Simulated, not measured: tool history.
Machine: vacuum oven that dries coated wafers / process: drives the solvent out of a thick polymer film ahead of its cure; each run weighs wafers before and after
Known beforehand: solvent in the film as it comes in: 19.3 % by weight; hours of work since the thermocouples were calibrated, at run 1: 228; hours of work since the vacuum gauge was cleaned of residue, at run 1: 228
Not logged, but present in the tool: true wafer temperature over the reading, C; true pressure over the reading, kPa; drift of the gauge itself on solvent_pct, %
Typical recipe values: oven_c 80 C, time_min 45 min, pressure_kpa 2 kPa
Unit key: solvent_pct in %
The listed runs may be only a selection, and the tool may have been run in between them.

run,hour,oven_c,time_min,pressure_kpa,hours of work since the thermocouples were calibrated,hours of work since the vacuum gauge was cleaned of residue,solvent_pct
1,0,80,45,2,228,228,3.63
2,12.8,80,45,2,236,236,3.52
3,24.9,80,45,2,244,244,3.59
4,34.6,80,45,2,250,250,3.51
5,49.5,80,45,2.14,259,259,3.71
6,63.9,80,45,2.14,268,268,3.68
7,79.2,80,45,2.14,278,278,3.7
8,88.4,80,45,2.14,284,284,3.66
9,97.1,80,45,2.41,289,289,3.85
10,108.8,80,45,1.29,296,296,3.26
11,123.8,80,45,1.29,306,306,3.22
12,131,80,45,1.29,310,310,3.35
13,137.9,80,45,3.86,315,315,4.56
14,149.1,80,45,3.86,322,322,4.63
15,162.4,80,45,3.86,330,330,4.54
16,174.6,80,45,3.86,338,338,4.6
17,182.3,80,45,2,343,343,3.68
18,193.7,80,45,2,350,350,3.69
19,207.3,80,45,2,358,358,3.63
20,214.4,81,45,2,363,363,3.34
21,221.4,81,45,2,367,367,3.42
22,229.2,80,27,2,372,372,6.27
23,243.9,80,27,2,382,382,6.34
24,257.7,80,27,2,390,390,6.24
25,271.9,95,25,3.29,399,399,3.02
26,282,72,41,2.29,406,406,6.69
27,288.9,70,30,2.96,410,410,9.28
28,296.5,70,34,7.62,415,415,11.34
29,312,87,45,2,424,424,2.17
30,320.4,80,45,2,430,430,3.74
31,327.5,80,35,2,434,434,4.9
32,335.3,65,65,2.6,439,439,7.07
33,347.2,80,45,1.46,447,447,3.48
34,355.2,80,45,1.46,452,452,3.45
35,362.6,74,45,1.46,456,456,5.01
36,375.7,74,45,1.46,465,465,5.24
37,383.8,67,32,2.51,470,470,9.71
38,391.1,67,32,2.51,474,474,9.86
39,399.3,75,28,1.4,479,479,7.4
40,408.1,81,42,4.87,485,485,5.11
41,414.5,81,42,4.87,489,489,5.2
42,425.9,81,42,4.87,496,496,5.29
43,434.6,68,45,4.71,502,502,9.25
44,447.6,68,45,4.71,510,510,9.21
45,455.5,68,45,4.71,515,515,9.39
46,469.1,68,50,4.06,523,523,8.37
47,476.8,80,45,2.33,528,528,3.95

Run by run, hidden condition taken away, random variation retained:
run,solvent_pct
1,3.37
2,3.25
3,3.31
4,3.24
5,3.43
6,3.39
7,3.41
8,3.36
9,3.54
10,2.96
11,2.92
12,3.04
13,4.22
14,4.27
15,4.19
16,4.23
17,3.35
18,3.35
19,3.28
20,3.01
21,3.08
22,5.86
23,5.92
24,5.82
25,2.73
26,6.21
27,8.81
28,10.79
29,1.9
30,3.35
31,4.46
32,6.5
33,3.09
34,3.05
35,4.54
36,4.75
37,9.2
38,9.33
39,6.9
40,4.64
41,4.71
42,4.8
43,8.62
44,8.58
45,8.75
46,7.72
47,3.48
